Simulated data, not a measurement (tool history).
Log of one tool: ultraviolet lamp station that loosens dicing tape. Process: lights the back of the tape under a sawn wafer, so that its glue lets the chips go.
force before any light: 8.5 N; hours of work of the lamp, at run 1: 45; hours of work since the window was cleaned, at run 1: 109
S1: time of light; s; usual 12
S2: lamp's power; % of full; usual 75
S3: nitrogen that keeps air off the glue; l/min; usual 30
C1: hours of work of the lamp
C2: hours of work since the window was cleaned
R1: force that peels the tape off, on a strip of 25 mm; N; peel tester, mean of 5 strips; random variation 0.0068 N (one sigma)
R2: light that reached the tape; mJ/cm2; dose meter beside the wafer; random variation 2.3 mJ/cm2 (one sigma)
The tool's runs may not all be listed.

run,day,S1,S2,S3,C1,C2,R1,R2
1,0,12,75,30,45,109,0.282,197
2,0.529,12,93,30,53,117,0.165,245
3,1.258,12,75,30,64,128,0.29,194
4,2.121,12,74,30,77,141,0.305,187
5,3.021,12,74,30,90,154,0.303,182
6,4.096,12,75,30,106,170,0.31,185
7,4.667,12,75,30,115,179,0.325,184
8,5.15,12,75,30,122,186,0.333,181
9,6.121,10,99,10,136,200,0.798,200
10,7.058,14,75,29,150,214,0.228,210
11,7.879,14,71,29,162,226,0.276,200
12,8.362,13,70,18,169,234,0.574,178
13,9.029,10,86,13,179,244,0.865,170
14,9.517,10,86,13,187,251,0.931,167

Hidden state or all else? Some run-to-run changes of R1, split into what the settings, what came in and random variation would give without the hidden state, and what is left for the hidden state (with any gauge scatter that isn't in both results):
The hidden state here: lamp's light, % of a new lamp's; light that the window lets through, % of a clean one's; drift of the gauge itself on peel_n, %; drift of the gauge itself on dose_mj_cm2, %.
Run 9 -> 10: S1 10 -> 14, S2 99 -> 75, S3 10 -> 29. R1 -0.57 N: hidden state -0.151, all else -0.419.

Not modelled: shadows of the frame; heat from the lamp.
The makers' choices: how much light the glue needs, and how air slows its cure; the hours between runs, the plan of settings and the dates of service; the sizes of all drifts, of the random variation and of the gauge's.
